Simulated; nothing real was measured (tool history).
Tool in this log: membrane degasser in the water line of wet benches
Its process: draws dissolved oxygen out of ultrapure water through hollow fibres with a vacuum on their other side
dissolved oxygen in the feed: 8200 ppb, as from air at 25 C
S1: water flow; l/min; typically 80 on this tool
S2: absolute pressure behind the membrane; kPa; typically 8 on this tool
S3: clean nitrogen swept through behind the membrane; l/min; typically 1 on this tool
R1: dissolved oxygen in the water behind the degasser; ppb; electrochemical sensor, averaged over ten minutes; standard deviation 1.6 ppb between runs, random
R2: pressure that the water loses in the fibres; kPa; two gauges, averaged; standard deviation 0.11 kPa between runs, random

run	hour	S1	S2	S3	R1	R2
1	0	80	8	1	612.8	27.21
2	45.3	80	8	1	611.3	27.21
3	71.6	80	8	1	614.8	27.35
4	120.4	80	5.41	1	293.8	27.17
5	164.6	80	5.41	1	294.1	27.29
6	220.2	80	5.41	1	295.9	27.32
7	262.2	80	5.41	1	293.4	27.28
8	293	80	8	1	615.6	27.11
9	344.9	80	8	1	617.4	27.35
10	392.2	78	8	1	607.4	26.42
11	417.2	91	8	1	674.6	31.03
12	440.5	80	8	1	618.7	27.44
13	490.6	80	8	1	619.9	27.32
14	514.3	80	8	1	614.7	27.2
15	559.9	80	8	2.72	298.6	27.1
16	584	80	8	2.72	298.8	27.06
17	630.4	80	19.27	2.72	922.5	27.14
18	666	78	9.24	1.62	543.6	26.55
19	694.2	114	7.21	2.46	380.2	38.6
20	728.8	63	10.12	0.44	1215.2	21.42
21	782.2	97	18.17	1.4	1585	33.15
22	812.2	76	8	1	600.6	25.99
23	861.3	81	12.99	1	1208.5	27.61
24	915.1	96	11.66	0.5	1697.1	32.44
25	960.9	96	11.66	0.5	1694.2	32.49
26	996.1	96	11.66	0.5	1693.6	32.71
27	1042.6	80	17.76	1.18	1541.3	27.24
28	1079.6	110	13.31	1.18	1371.3	37.47
29	1127	94	11.11	0.63	1421.6	32.08
30	1150.4	94	11.11	0.63	1429.3	31.99
31	1198.1	90	6.66	0.88	539.8	30.73
32	1246.4	90	6.66	0.88	540.4	30.48
33	1282.8	90	6.66	0.88	539.1	30.51

Pick out some run-to-run changes in R1. Of each, how much would a tool without hidden state show as well, from the settings, what came in and chance, and how much is left for the hidden state and any gauge scatter not in both results compared?
What the log doesn't record here: membrane still open, %; true pressure behind the membrane over the reading, kPa; air that leaks in behind the membrane, l/min; drift of the gauge itself on oxygen_ppb, %; drift of the gauge itself on loss_of_pressure_kpa, %.
Run 19 -> 20: S1 114 -> 63, S2 7.21 -> 10.12, S3 2.46 -> 0.44. R1 +835 ppb: hidden state +11.6, all else +823.4.
Run 21 -> 22: S1 97 -> 76, S2 18.17 -> 8, S3 1.4 -> 1. R1 -984.4 ppb: hidden state -14, all else -970.4.
Run 30 -> 31: S1 94 -> 90, S2 11.11 -> 6.66, S3 0.63 -> 0.88. R1 -889.5 ppb: hidden state -18.3, all else -871.2.
